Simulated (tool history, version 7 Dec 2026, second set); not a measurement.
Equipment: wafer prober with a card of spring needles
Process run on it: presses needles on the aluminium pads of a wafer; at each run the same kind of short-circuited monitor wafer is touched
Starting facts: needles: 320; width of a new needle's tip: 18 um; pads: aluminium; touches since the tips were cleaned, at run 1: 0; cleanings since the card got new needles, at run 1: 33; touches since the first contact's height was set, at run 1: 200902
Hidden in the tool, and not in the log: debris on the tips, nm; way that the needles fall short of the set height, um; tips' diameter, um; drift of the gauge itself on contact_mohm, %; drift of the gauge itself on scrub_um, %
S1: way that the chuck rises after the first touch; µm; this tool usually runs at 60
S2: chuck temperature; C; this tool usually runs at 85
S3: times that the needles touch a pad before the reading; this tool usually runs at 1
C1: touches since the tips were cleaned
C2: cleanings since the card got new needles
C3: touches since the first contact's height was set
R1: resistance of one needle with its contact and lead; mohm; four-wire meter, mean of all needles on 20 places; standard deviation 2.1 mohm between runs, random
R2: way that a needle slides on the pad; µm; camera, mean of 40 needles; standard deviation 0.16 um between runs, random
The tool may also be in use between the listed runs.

run	hour	S1	S2	S3	C1	C2	C3	R1	R2
1	0.0	60	85	1	0	33	200902	233	16.47
2	7.4	60	74	1	2650	33	203552	233	16.69
# hour 15.2: tips cleaned on abrasive film
3	19.2	60	85	1	1434	34	207785	235	16.82
4	25.6	60	85	1	3719	34	210070	230	16.76
# hour 30.6: tips cleaned on abrasive film
5	31.9	60	85	1	466	35	212307	233	16.73
6	39.6	60	85	1	3243	35	215084	230	16.58
# hour 46.1: tips cleaned on abrasive film
7	48.0	60	35	1	658	36	218069	224	16.65
# hour 61.0: tips cleaned on abrasive film
8	62.8	60	35	1	646	37	223384	220	16.90
9	75.6	60	85	2	5240	37	227978	233	16.94
# hour 76.6: tips cleaned on abrasive film
# hour 87.6: height of the first contact set anew
10	87.7	46	125	2	3883	38	41	248	12.69
# hour 92.3: tips cleaned on abrasive film
11	101.4	73	47	2	3287	39	4937	221	20.45
# hour 107.5: tips cleaned on abrasive film
12	111.9	60	94	3	1570	40	8677	237	16.93
# hour 122.8: tips cleaned on abrasive film
13	124.7	60	56	1	668	41	13253	227	16.67
14	132.0	60	56	1	3288	41	15873	225	16.81
# hour 137.7: tips cleaned on abrasive film
15	146.8	60	65	2	3286	42	21182	231	17.09
# hour 152.5: tips cleaned on abrasive film
16	161.8	70	44	2	3356	43	26558	220	19.51
# hour 167.3: tips cleaned on abrasive film
17	175.5	70	44	2	2950	44	31456	224	19.72

3 ways to go on from here, each from the tool as it stands after run 17. What would each give?
# hour 183.1: tips cleaned on abrasive film
A	183.1	40	44	2	3	45	34148	?	?
# hour 183.1: tips cleaned on abrasive film
B	183.1	40	85	3	3	45	34148	?	?
# hour 183.1: tips cleaned on abrasive film
C	183.1	64	30	3	3	45	34148	?	?

run	R1	R2
A	230	11.30
B	242	11.03
C	219	17.70
Without the tool's hidden state the same runs would have given:
run	R1	R2
A	230	11.30
B	242	11.03
C	219	17.70
